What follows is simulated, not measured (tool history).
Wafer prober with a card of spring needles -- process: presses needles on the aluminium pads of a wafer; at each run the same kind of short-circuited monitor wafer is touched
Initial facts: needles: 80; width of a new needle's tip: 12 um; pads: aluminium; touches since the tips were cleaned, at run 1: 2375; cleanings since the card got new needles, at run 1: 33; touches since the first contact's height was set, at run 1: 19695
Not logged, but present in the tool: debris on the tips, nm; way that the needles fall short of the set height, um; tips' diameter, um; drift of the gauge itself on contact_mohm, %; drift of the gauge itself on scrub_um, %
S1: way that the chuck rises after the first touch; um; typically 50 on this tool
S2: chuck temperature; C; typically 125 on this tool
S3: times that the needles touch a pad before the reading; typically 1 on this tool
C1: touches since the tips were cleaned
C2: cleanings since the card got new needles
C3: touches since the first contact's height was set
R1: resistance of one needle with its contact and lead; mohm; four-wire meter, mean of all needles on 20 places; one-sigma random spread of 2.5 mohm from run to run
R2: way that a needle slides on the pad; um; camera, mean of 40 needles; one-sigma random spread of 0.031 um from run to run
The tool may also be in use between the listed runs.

| run | hour | S1 | S2 | S3 | C1 | C2 | C3 | R1 | R2 |
|---|---|---|---|---|---|---|---|---|---|
| 1 | 0.0 | 50 | 125 | 1 | 2375 | 33 | 19695 | 375 | 11.83 |
|  | 4.2 | tips cleaned on abrasive film |
|  | 22.1 | tips cleaned on abrasive film |
| 2 | 28.3 | 50 | 125 | 1 | 1205 | 35 | 25167 | 339 | 11.78 |
|  | 38.9 | tips cleaned on abrasive film |
|  | 56.2 | tips cleaned on abrasive film |
| 3 | 69.0 | 44 | 125 | 1 | 2495 | 37 | 33058 | 401 | 10.29 |
|  | 73.6 | tips cleaned on abrasive film |
| 4 | 85.8 | 44 | 125 | 1 | 2394 | 38 | 36329 | 409 | 10.28 |
|  | 90.0 | tips cleaned on abrasive film |
|  | 106.8 | tips cleaned on abrasive film |
| 5 | 108.1 | 50 | 66 | 1 | 260 | 40 | 40628 | 295 | 11.69 |
|  | 123.6 | tips cleaned on abrasive film |
|  | 140.4 | tips cleaned on abrasive film |
| 6 | 140.4 | 50 | 66 | 1 | 0 | 42 | 46896 | 279 | 11.63 |
|  | 157.0 | tips cleaned on abrasive film |
| 7 | 157.0 | 50 | 66 | 1 | 0 | 43 | 50111 | 278 | 11.65 |
|  | 173.7 | tips cleaned on abrasive film |
| 8 | 179.7 | 50 | 125 | 3 | 1171 | 44 | 54517 | 307 | 11.58 |
|  | 189.9 | tips cleaned on abrasive film |
|  | 205.9 | tips cleaned on abrasive film |
| 9 | 214.1 | 50 | 125 | 3 | 1585 | 46 | 61169 | 319 | 11.49 |
|  | 217.7 | height of the first contact set anew |
|  | 224.0 | tips cleaned on abrasive film |
| 10 | 235.2 | 50 | 125 | 1 | 2171 | 47 | 3388 | 389 | 11.23 |
|  | 240.7 | tips cleaned on abrasive film |
|  | 257.7 | tips cleaned on abrasive film |
| 11 | 268.0 | 50 | 125 | 1 | 2005 | 49 | 9739 | 395 | 11.14 |
|  | 274.1 | tips cleaned on abrasive film |
|  | 291.9 | tips cleaned on abrasive film |
| 12 | 292.9 | 50 | 125 | 1 | 192 | 51 | 14560 | 314 | 11.13 |
|  | 307.8 | tips cleaned on abrasive film |
|  | 324.5 | tips cleaned on abrasive film |
| 13 | 327.7 | 50 | 125 | 1 | 623 | 53 | 21305 | 334 | 11.04 |
|  | 341.7 | tips cleaned on abrasive film |
|  | 359.9 | tips cleaned on abrasive film |
| 14 | 359.9 | 50 | 125 | 1 | 0 | 55 | 27549 | 302 | 10.99 |
|  | 375.2 | height of the first contact set anew, once more |
|  | 378.5 | tips cleaned on abrasive film |
| 15 | 392.6 | 50 | 125 | 1 | 2739 | 56 | 3374 | 395 | 11.95 |
|  | 396.2 | tips cleaned on abrasive film |
|  | 411.8 | tips cleaned on abrasive film |
| 16 | 416.2 | 50 | 125 | 2 | 855 | 58 | 7931 | 319 | 11.84 |
|  | 429.7 | tips cleaned on abrasive film |
|  | 446.4 | tips cleaned on abrasive film |
| 17 | 452.0 | 50 | 29 | 2 | 1080 | 60 | 14865 | 312 | 11.89 |
|  | 463.4 | tips cleaned on abrasive film |
|  | 482.2 | tips cleaned on abrasive film |
| 18 | 486.2 | 60 | 29 | 2 | 770 | 62 | 21500 | 281 | 14.19 |
|  | 498.2 | tips cleaned on abrasive film |
| 19 | 504.0 | 38 | 39 | 1 | 1130 | 63 | 24943 | 386 | 8.86 |
|  | 516.2 | tips cleaned on abrasive film |
|  | 533.9 | tips cleaned on abrasive film |
| 20 | 533.9 | 52 | 70 | 1 | 0 | 65 | 30747 | 284 | 12.18 |
|  | 550.2 | tips cleaned on abrasive film |
|  | 566.6 | tips cleaned on abrasive film |
| 21 | 566.6 | 52 | 70 | 1 | 0 | 67 | 37079 | 284 | 12.12 |

Run 22 has not been measured yet. What should we expect?
|  | 585.1 | tips cleaned on abrasive film |
| 22 | 593.8 | 56 | 125 | 3 | 1685 | 68 | 42354 | ? | ? |

{"run 22": {"R1": 310, "R2": 13.12}}
Without the tool's hidden state the same run would have given R1 280 mohm, R2 13.45 um.

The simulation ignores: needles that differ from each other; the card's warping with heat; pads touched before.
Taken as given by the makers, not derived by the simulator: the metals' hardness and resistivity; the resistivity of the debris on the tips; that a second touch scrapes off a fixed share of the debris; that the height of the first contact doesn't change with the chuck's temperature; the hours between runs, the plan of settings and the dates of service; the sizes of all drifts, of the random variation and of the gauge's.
